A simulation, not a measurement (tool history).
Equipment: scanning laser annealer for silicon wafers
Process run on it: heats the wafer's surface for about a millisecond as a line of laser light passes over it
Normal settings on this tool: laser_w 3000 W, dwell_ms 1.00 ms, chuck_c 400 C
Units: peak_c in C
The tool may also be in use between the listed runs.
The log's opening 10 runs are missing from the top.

run 11 hour=349.5 | laser_w=3000 dwell_ms=0.98 chuck_c=400 | peak_c=1066
-- hour=357.4 optics aligned, line set to its width
run 12 hour=389.9 | laser_w=3000 dwell_ms=0.98 chuck_c=400 | peak_c=1080
run 13 hour=425.7 | laser_w=3000 dwell_ms=1.09 chuck_c=400 | peak_c=1114
run 14 hour=456.3 | laser_w=2851 dwell_ms=1.00 chuck_c=400 | peak_c=1046
run 15 hour=474.4 | laser_w=3236 dwell_ms=1.00 chuck_c=400 | peak_c=1159
run 16 hour=511.0 | laser_w=3236 dwell_ms=1.00 chuck_c=400 | peak_c=1155
run 17 hour=531.6 | laser_w=3055 dwell_ms=1.00 chuck_c=400 | peak_c=1103
run 18 hour=576.1 | laser_w=2992 dwell_ms=0.79 chuck_c=418 | peak_c=1025
run 19 hour=599.9 | laser_w=2992 dwell_ms=0.79 chuck_c=418 | peak_c=1022
run 20 hour=626.2 | laser_w=2992 dwell_ms=0.79 chuck_c=418 | peak_c=1023
run 21 hour=667.9 | laser_w=2741 dwell_ms=0.96 chuck_c=393 | peak_c=990
run 22 hour=703.2 | laser_w=2741 dwell_ms=0.96 chuck_c=393 | peak_c=985
run 23 hour=743.1 | laser_w=2819 dwell_ms=1.08 chuck_c=400 | peak_c=1051
run 24 hour=764.1 | laser_w=2819 dwell_ms=1.08 chuck_c=400 | peak_c=1048
run 25 hour=805.6 | laser_w=3191 dwell_ms=0.77 chuck_c=400 | peak_c=1043
run 26 hour=828.4 | laser_w=3000 dwell_ms=1.00 chuck_c=429 | peak_c=1104
run 27 hour=868.9 | laser_w=3000 dwell_ms=1.00 chuck_c=429 | peak_c=1104
run 28 hour=893.5 | laser_w=2649 dwell_ms=0.97 chuck_c=397 | peak_c=965
run 29 hour=918.7 | laser_w=2747 dwell_ms=0.98 chuck_c=374 | peak_c=971
run 30 hour=941.2 | laser_w=2747 dwell_ms=1.22 chuck_c=374 | peak_c=1039
run 31 hour=966.4 | laser_w=2827 dwell_ms=1.06 chuck_c=374 | peak_c=1015

4 ways to go on from here, each from the tool as it stands after run 31. What would each give?
run A hour=1010.7 | laser_w=2994 dwell_ms=1.05 chuck_c=416 | peak_c=?
run B hour=1010.7 | laser_w=2972 dwell_ms=0.79 chuck_c=415 | peak_c=?
run C hour=1010.7 | laser_w=2965 dwell_ms=0.77 chuck_c=374 | peak_c=?
run D hour=1010.7 | laser_w=2726 dwell_ms=1.00 chuck_c=361 | peak_c=?

run=A peak_c=1103
run=B peak_c=1006
run=C peak_c=959
run=D peak_c=954
The same runs, with their run-to-run variation unchanged, on a tool lacking any hidden condition would have given:
run=A peak_c=1131
run=B peak_c=1030
run=C peak_c=983
run=D peak_c=978
